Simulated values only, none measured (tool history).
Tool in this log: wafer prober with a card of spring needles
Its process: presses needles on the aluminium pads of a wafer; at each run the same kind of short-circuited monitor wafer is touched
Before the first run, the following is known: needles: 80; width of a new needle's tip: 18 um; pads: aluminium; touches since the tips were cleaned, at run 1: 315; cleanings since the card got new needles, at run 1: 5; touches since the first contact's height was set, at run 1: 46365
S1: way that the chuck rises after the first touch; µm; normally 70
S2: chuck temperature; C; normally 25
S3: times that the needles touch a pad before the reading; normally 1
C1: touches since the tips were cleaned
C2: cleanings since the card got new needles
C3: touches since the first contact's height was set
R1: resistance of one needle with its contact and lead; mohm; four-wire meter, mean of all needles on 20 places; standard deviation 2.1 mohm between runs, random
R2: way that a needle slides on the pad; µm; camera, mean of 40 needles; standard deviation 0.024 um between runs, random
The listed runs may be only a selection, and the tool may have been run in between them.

run	hour	S1	S2	S3	C1	C2	C3	R1	R2
1	0.0	70	25	1	315	5	46365	259	14.25
2	5.2	70	25	2	1039	5	47089	264	14.25
3	10.9	70	25	2	1815	5	47865	270	14.26
4	17.6	70	25	2	2750	5	48800	288	14.25
5	26.9	70	25	1	4029	5	50079	341	14.21
6	30.9	70	25	2	4584	5	50634	302	14.24
7	37.1	70	25	2	5443	5	51493	316	14.24
8	44.7	70	25	2	6484	5	52534	318	14.26
9	51.4	70	25	2	7413	5	53463	325	14.29
10	56.2	68	25	2	8080	5	54130	332	13.86
# hour 56.8: tips cleaned on abrasive film
11	65.8	70	25	1	1241	6	55440	478	14.25
12	71.6	70	25	1	2046	6	56245	472	14.25
# hour 77.1: tips cleaned on abrasive film, once more
13	80.3	70	25	1	453	7	57437	269	14.20
14	88.9	70	25	1	1639	7	58623	295	14.24
15	98.4	70	84	1	2942	7	59926	328	14.23
16	107.5	70	91	1	4200	7	61184	345	14.24
17	115.8	66	25	1	5351	7	62335	383	13.39
18	121.2	70	25	1	6097	7	63081	370	14.21
19	126.8	70	25	3	6873	7	63857	288	14.22
20	134.8	74	55	2	7982	7	64966	321	14.99
# hour 139.7: tips cleaned on abrasive film
21	143.1	70	89	1	475	8	66098	277	14.27
22	148.3	81	80	1	1183	8	66806	279	16.44
23	157.8	63	101	1	2503	8	68126	345	12.78
24	164.6	63	101	1	3443	8	69066	364	12.78
25	169.3	63	119	1	4091	8	69714	373	12.78
26	178.8	63	25	1	5401	8	71024	398	12.77
27	187.7	67	25	2	6625	8	72248	326	13.61
28	192.5	82	65	1	7293	8	72916	347	16.68
# hour 202.3: tips cleaned on abrasive film
29	202.3	82	65	1	0	9	74253	254	16.66
30	208.6	82	42	2	879	9	75132	254	16.64
31	213.2	64	91	1	1509	9	75762	313	13.00
32	220.1	85	55	1	2457	9	76710	293	17.23
33	224.9	69	81	1	3132	9	77385	340	13.99
34	229.3	89	125	1	3734	9	77987	319	18.09
35	234.4	89	54	1	4434	9	78687	311	18.07
36	239.9	70	49	2	5204	9	79457	315	14.20

Forecast each of these 3 alternatives for the next run:
A	246.5	70	87	1	6109	9	80362	?	?
B	246.5	54	123	1	6109	9	80362	?	?
C	246.5	63	94	3	6109	9	80362	?	?

run	R1	R2
A	376	14.21
B	452	10.92
C	305	12.77
With the hidden condition removed and each run's random variation left untouched, the same runs would have given:
run	R1	R2
A	248	14.30
B	261	11.02
C	251	12.87
